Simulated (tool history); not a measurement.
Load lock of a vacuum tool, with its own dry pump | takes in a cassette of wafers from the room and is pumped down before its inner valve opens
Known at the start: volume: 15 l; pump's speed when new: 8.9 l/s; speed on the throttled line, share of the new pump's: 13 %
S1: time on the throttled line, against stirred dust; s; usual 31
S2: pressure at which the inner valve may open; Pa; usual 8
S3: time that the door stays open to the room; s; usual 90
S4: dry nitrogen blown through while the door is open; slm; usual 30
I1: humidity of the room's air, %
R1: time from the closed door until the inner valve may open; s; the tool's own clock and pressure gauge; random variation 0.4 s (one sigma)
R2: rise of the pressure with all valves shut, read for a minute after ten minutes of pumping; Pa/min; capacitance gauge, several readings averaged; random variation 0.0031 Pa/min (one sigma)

{"run": 1, "hour": 0.0, "S1": 31, "S2": 8, "S3": 90, "S4": 30, "I1": 44.6, "R1": 47, "R2": 0.171}
{"run": 2, "hour": 648.0, "S1": 31, "S2": 8, "S3": 90, "S4": 30, "I1": 44.4, "R1": 46.9, "R2": 0.195}
{"run": 3, "hour": 1054.8, "S1": 31, "S2": 8, "S3": 90, "S4": 30, "I1": 43.8, "R1": 47.3, "R2": 0.212}
{"run": 4, "hour": 1460.7, "S1": 31, "S2": 7, "S3": 90, "S4": 30, "I1": 44.7, "R1": 48.2, "R2": 0.235}
{"run": 5, "hour": 1926.1, "S1": 31, "S2": 7, "S3": 90, "S4": 30, "I1": 47.4, "R1": 47.9, "R2": 0.271}
{"run": 6, "hour": 2373.3, "S1": 31, "S2": 7, "S3": 90, "S4": 30, "I1": 43.8, "R1": 48.1, "R2": 0.291}
{"run": 7, "hour": 3065.4, "S1": 31, "S2": 8, "S3": 90, "S4": 30, "I1": 44.8, "R1": 47.9, "R2": 0.339}
{"hour": 3424.8, "done": "dry pump taken out, an overhauled one fitted"}
{"run": 8, "hour": 3453.3, "S1": 31, "S2": 8, "S3": 90, "S4": 30, "I1": 46.1, "R1": 43.1, "R2": 0.379}
{"run": 9, "hour": 3964.5, "S1": 31, "S2": 8, "S3": 31, "S4": 24, "I1": 45.3, "R1": 43.8, "R2": 0.385}
{"run": 10, "hour": 4633.8, "S1": 21, "S2": 8, "S3": 90, "S4": 9, "I1": 45.8, "R1": 34.6, "R2": 0.509}
{"run": 11, "hour": 5116.5, "S1": 19, "S2": 11, "S3": 46, "S4": 5, "I1": 45.4, "R1": 32.9, "R2": 0.522}
{"run": 12, "hour": 5461.6, "S1": 33, "S2": 8, "S3": 46, "S4": 5, "I1": 46, "R1": 45.3, "R2": 0.554}
{"run": 13, "hour": 5823.7, "S1": 37, "S2": 8, "S3": 46, "S4": 22, "I1": 45.6, "R1": 48.3, "R2": 0.568}
{"run": 14, "hour": 6319.6, "S1": 61, "S2": 10, "S3": 90, "S4": 30, "I1": 43.1, "R1": 69.6, "R2": 0.64}
{"run": 15, "hour": 6883.2, "S1": 27, "S2": 7, "S3": 90, "S4": 4, "I1": 44, "R1": 40.4, "R2": 0.724}

4 ways to go on from here, each from the tool as it stands after run 15. What would each give?
{"hour": 7098.1, "done": "door's seal changed, seat wiped"}
{"run": "A", "hour": 7436.8, "S1": 31, "S2": 16, "S3": 90, "S4": 17, "I1": 43.5, "R1": "?", "R2": "?"}
{"hour": 7098.1, "done": "door's seal changed, seat wiped"}
{"run": "B", "hour": 7436.8, "S1": 61, "S2": 8, "S3": 90, "S4": 12, "I1": 44.1, "R1": "?", "R2": "?"}
{"hour": 7098.1, "done": "door's seal changed, seat wiped"}
{"run": "C", "hour": 7436.8, "S1": 27, "S2": 12, "S3": 104, "S4": 4, "I1": 42.3, "R1": "?", "R2": "?"}
{"hour": 7098.1, "done": "door's seal changed, seat wiped"}
{"run": "D", "hour": 7436.8, "S1": 26, "S2": 7, "S3": 90, "S4": 4, "I1": 46.8, "R1": "?", "R2": "?"}

run=A R1=42.8 R2=0.105
run=B R1=69.6 R2=0.113
run=C R1=39.5 R2=0.15
run=D R1=40.2 R2=0.145
Without the tool's hidden state the same runs would have given:
run=A R1=42.1 R2=0.097
run=B R1=69.1 R2=0.106
run=C R1=38.8 R2=0.142
run=D R1=39.4 R2=0.138
